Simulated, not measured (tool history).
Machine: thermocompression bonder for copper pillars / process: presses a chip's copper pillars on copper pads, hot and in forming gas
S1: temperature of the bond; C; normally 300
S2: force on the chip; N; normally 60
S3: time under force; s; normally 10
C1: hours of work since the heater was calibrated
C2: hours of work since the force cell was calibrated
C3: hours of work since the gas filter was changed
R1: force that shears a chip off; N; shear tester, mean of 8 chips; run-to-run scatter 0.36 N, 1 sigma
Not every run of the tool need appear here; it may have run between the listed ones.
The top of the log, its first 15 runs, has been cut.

run 16 hour=189.4 | S1=300 S2=60 S3=10 | C1=448 C2=387 C3=426 | R1=39.5
run 17 hour=199.2 | S1=300 S2=60 S3=10 | C1=454 C2=394 C3=432 | R1=39.9
run 18 hour=211.7 | S1=300 S2=60 S3=10 | C1=462 C2=402 C3=441 | R1=40.1
-- hour=215.6 forming gas filter changed
run 19 hour=226.4 | S1=300 S2=60 S3=10 | C1=472 C2=411 C3=7 | R1=40.0
run 20 hour=240.6 | S1=300 S2=60 S3=10 | C1=481 C2=420 C3=16 | R1=40.4
run 21 hour=248.6 | S1=300 S2=73 S3=16 | C1=486 C2=425 C3=21 | R1=53.8
run 22 hour=256.4 | S1=282 S2=90 S3=24 | C1=491 C2=430 C3=26 | R1=56.4
run 23 hour=269.6 | S1=279 S2=90 S3=10 | C1=500 C2=439 C3=35 | R1=39.5
run 24 hour=279.7 | S1=292 S2=80 S3=11 | C1=506 C2=445 C3=42 | R1=44.5
run 25 hour=293.4 | S1=303 S2=44 S3=22 | C1=515 C2=454 C3=50 | R1=46.2
run 26 hour=305.1 | S1=291 S2=86 S3=6 | C1=523 C2=462 C3=58 | R1=36.5
run 27 hour=314.5 | S1=309 S2=50 S3=6 | C1=529 C2=468 C3=64 | R1=32.5
run 28 hour=324.1 | S1=300 S2=49 S3=6 | C1=535 C2=474 C3=70 | R1=28.3
run 29 hour=336.8 | S1=300 S2=49 S3=6 | C1=543 C2=482 C3=79 | R1=28.9
run 30 hour=352.5 | S1=300 S2=49 S3=6 | C1=553 C2=493 C3=89 | R1=28.8
run 31 hour=361.3 | S1=300 S2=49 S3=6 | C1=559 C2=498 C3=94 | R1=28.5
run 32 hour=371.2 | S1=300 S2=53 S3=6 | C1=565 C2=505 C3=101 | R1=29.7
run 33 hour=390.1 | S1=296 S2=37 S3=6 | C1=578 C2=517 C3=113 | R1=22.3
run 34 hour=402.3 | S1=275 S2=47 S3=11 | C1=586 C2=525 C3=121 | R1=25.9
run 35 hour=417.2 | S1=275 S2=47 S3=11 | C1=595 C2=535 C3=131 | R1=25.7
run 36 hour=425.4 | S1=275 S2=47 S3=14 | C1=601 C2=540 C3=136 | R1=28.6
run 37 hour=439.1 | S1=300 S2=42 S3=18 | C1=609 C2=549 C3=145 | R1=39.9
run 38 hour=451.3 | S1=286 S2=54 S3=10 | C1=617 C2=557 C3=153 | R1=31.3
run 39 hour=468.9 | S1=284 S2=38 S3=28 | C1=629 C2=568 C3=164 | R1=36.9

Predict each of these 3 candidate next runs independently; none follows another, all start after run 39:
run A hour=480.8 | S1=271 S2=60 S3=12 | C1=637 C2=576 C3=172 | R1=?
run B hour=480.8 | S1=312 S2=60 S3=10 | C1=637 C2=576 C3=172 | R1=?
run C hour=480.8 | S1=284 S2=58 S3=12 | C1=637 C2=576 C3=172 | R1=?

run=A R1=29.4
run=B R1=45.7
run=C R1=34.4
Without the tool's unlogged condition, the same runs would have read:
run=A R1=29.3
run=B R1=45.6
run=C R1=34.3
